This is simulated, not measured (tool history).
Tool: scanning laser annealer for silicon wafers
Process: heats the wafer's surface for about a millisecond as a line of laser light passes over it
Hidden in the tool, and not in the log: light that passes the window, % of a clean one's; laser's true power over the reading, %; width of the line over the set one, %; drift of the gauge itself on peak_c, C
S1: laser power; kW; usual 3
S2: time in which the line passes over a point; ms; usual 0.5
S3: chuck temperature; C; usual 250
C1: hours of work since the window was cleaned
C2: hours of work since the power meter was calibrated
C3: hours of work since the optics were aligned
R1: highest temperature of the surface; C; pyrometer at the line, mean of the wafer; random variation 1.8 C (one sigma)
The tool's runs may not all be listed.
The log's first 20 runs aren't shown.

run,hour,S1,S2,S3,C1,C2,C3,R1
# hour 1192: window over the wafer cleaned
21,1241.8,3.018,0.538,238,38,3430,671,1017
22,1285.8,3.018,0.538,238,71,3463,704,1014
23,1339.8,3,0.5,281,111,3503,745,1029
24,1384.6,2.986,0.583,212,145,3537,778,1004
25,1445.3,3.075,0.436,219,191,3583,824,943
26,1483.4,2.728,0.436,219,220,3612,853,839
27,1539.4,2.77,0.429,269,262,3654,895,894
28,1624.5,2.741,0.366,237,326,3718,959,810
29,1695.3,2.87,0.505,237,379,3771,1012,934
30,1737.1,2.87,0.505,237,411,3803,1044,930
# hour 1747.4: optics aligned, line set to its width
31,1811,2.594,0.5,250,463,3855,48,864
32,1883,2.601,0.423,250,517,3909,102,822
33,1944.6,3.171,0.358,279,563,3955,149,962

Run 34 comes next. What will it give?
34,1997.1,2.984,0.493,279,603,3995,188,?

R1: 1003 C
Without the tool's hidden state the same run would have given R1 1055 C.
